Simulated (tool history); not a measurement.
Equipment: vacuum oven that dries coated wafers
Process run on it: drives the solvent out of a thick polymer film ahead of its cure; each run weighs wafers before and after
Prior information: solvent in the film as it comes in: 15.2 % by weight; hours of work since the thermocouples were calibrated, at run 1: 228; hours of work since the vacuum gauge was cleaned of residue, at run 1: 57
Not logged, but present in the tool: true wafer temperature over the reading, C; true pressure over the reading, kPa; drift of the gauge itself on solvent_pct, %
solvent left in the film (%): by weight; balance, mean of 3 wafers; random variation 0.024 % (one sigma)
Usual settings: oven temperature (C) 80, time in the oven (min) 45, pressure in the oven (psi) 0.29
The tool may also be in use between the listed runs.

run	day	oven temperature (C)	time in the oven (min)	pressure in the oven (psi)	hours of work since the thermocouples were calibrated	hours of work since the vacuum gauge was cleaned of residue	solvent left in the film (%)
1	0	80	45	0.29	228	57	2.01
2	2.333	80	45	0.29	256	85	1.98
3	4.729	80	45	0.29	285	114	1.98
4	6.9	80	45	0.29	311	140	1.99
5	9.062	80	45	0.29	338	167	1.98
6	12.096	89	45	0.29	375	204	1.04
7	16.488	80	23	0.29	428	257	3.89
8	18.8	80	23	0.29	456	285	3.9
9	23.933	80	45	0.29	519	348	2.05
10	27.2	80	45	0.29	558	387	2.02
11	29.942	86	45	0.29	592	421	1.3
12	32.288	81	45	0.199	620	449	1.51
13	36.679	77	45	0.29	674	503	2.69
14	41.842	77	45	0.29	736	565	2.69
15	45.308	88	41	0.242	779	607	1.08
16	47.492	91	52	0.29	805	634	1.02
17	50.138	83	45	0.29	837	666	1.66
18	52.929	75	50	0.912	871	700	6.19

For some of the steps in solvent left in the film (%) from one run to the next: how much would appear even if the tool had no hidden state, given the settings, what came in and random variation, and how much remains for the hidden state plus any gauge scatter that the measured result and the result without hidden state don't share?
Run 8 -> 9: time in the oven (min) 23 -> 45. solvent left in the film (%) -1.85: hidden state +0.05, all else -1.9.
Run 17 -> 18: oven temperature (C) 83 -> 75, time in the oven (min) 45 -> 50, pressure in the oven (psi) 0.29 -> 0.912. solvent left in the film (%) +4.53: hidden state -0.04, all else +4.57.

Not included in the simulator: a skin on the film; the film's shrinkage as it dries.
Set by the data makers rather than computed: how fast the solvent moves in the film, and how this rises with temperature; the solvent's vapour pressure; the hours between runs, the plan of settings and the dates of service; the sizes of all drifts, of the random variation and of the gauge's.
